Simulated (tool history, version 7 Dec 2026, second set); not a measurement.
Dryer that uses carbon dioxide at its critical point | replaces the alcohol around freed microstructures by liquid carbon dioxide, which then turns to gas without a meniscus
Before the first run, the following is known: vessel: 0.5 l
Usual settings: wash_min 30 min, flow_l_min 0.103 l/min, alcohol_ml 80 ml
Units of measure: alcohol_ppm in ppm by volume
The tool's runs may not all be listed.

run 1 hour=0.0 | wash_min=30 flow_l_min=0.103 alcohol_ml=80 | alcohol_ppm=1642
run 2 hour=21.2 | wash_min=30 flow_l_min=0.103 alcohol_ml=80 | alcohol_ppm=1679
run 3 hour=34.6 | wash_min=30 flow_l_min=0.103 alcohol_ml=80 | alcohol_ppm=1676
run 4 hour=48.4 | wash_min=30 flow_l_min=0.103 alcohol_ml=80 | alcohol_ppm=1722
run 5 hour=66.3 | wash_min=30 flow_l_min=0.103 alcohol_ml=80 | alcohol_ppm=1722
run 6 hour=85.5 | wash_min=30 flow_l_min=0.103 alcohol_ml=87 | alcohol_ppm=1831
run 7 hour=99.6 | wash_min=30 flow_l_min=0.103 alcohol_ml=87 | alcohol_ppm=1864
run 8 hour=119.0 | wash_min=24 flow_l_min=0.103 alcohol_ml=80 | alcohol_ppm=4213
run 9 hour=138.5 | wash_min=30 flow_l_min=0.103 alcohol_ml=80 | alcohol_ppm=1734
run 10 hour=149.7 | wash_min=30 flow_l_min=0.103 alcohol_ml=80 | alcohol_ppm=1783
run 11 hour=161.5 | wash_min=30 flow_l_min=0.103 alcohol_ml=80 | alcohol_ppm=1791
run 12 hour=170.7 | wash_min=30 flow_l_min=0.103 alcohol_ml=80 | alcohol_ppm=1741
run 13 hour=181.6 | wash_min=30 flow_l_min=0.103 alcohol_ml=80 | alcohol_ppm=1769
run 14 hour=201.8 | wash_min=30 flow_l_min=0.103 alcohol_ml=80 | alcohol_ppm=1803
run 15 hour=220.4 | wash_min=30 flow_l_min=0.103 alcohol_ml=80 | alcohol_ppm=1823
run 16 hour=231.8 | wash_min=30 flow_l_min=0.103 alcohol_ml=80 | alcohol_ppm=1834
run 17 hour=241.7 | wash_min=30 flow_l_min=0.103 alcohol_ml=80 | alcohol_ppm=1852
run 18 hour=262.7 | wash_min=37 flow_l_min=0.141 alcohol_ml=37 | alcohol_ppm=119
run 19 hour=275.3 | wash_min=37 flow_l_min=0.141 alcohol_ml=37 | alcohol_ppm=117
run 20 hour=294.6 | wash_min=37 flow_l_min=0.157 alcohol_ml=71 | alcohol_ppm=110
run 21 hour=307.4 | wash_min=22 flow_l_min=0.103 alcohol_ml=80 | alcohol_ppm=6180
run 22 hour=325.0 | wash_min=30 flow_l_min=0.127 alcohol_ml=80 | alcohol_ppm=777
run 23 hour=342.0 | wash_min=38 flow_l_min=0.069 alcohol_ml=89 | alcohol_ppm=3805
run 24 hour=354.9 | wash_min=25 flow_l_min=0.103 alcohol_ml=30 | alcohol_ppm=1548
run 25 hour=370.8 | wash_min=18 flow_l_min=0.075 alcohol_ml=91 | alcohol_ppm=25237
run 26 hour=384.0 | wash_min=44 flow_l_min=0.075 alcohol_ml=26 | alcohol_ppm=517
run 27 hour=393.5 | wash_min=44 flow_l_min=0.075 alcohol_ml=26 | alcohol_ppm=513
run 28 hour=409.2 | wash_min=30 flow_l_min=0.094 alcohol_ml=21 | alcohol_ppm=817
run 29 hour=430.1 | wash_min=23 flow_l_min=0.094 alcohol_ml=25 | alcohol_ppm=2392

The next listed run, before its measurement:
run 30 hour=445.5 | wash_min=23 flow_l_min=0.094 alcohol_ml=33 | alcohol_ppm=?

{"run 30": {"alcohol_ppm": 3135}}
Were there no unlogged condition in the tool, this run, its random variation unchanged, would have produced alcohol_ppm 2389 ppm by volume.
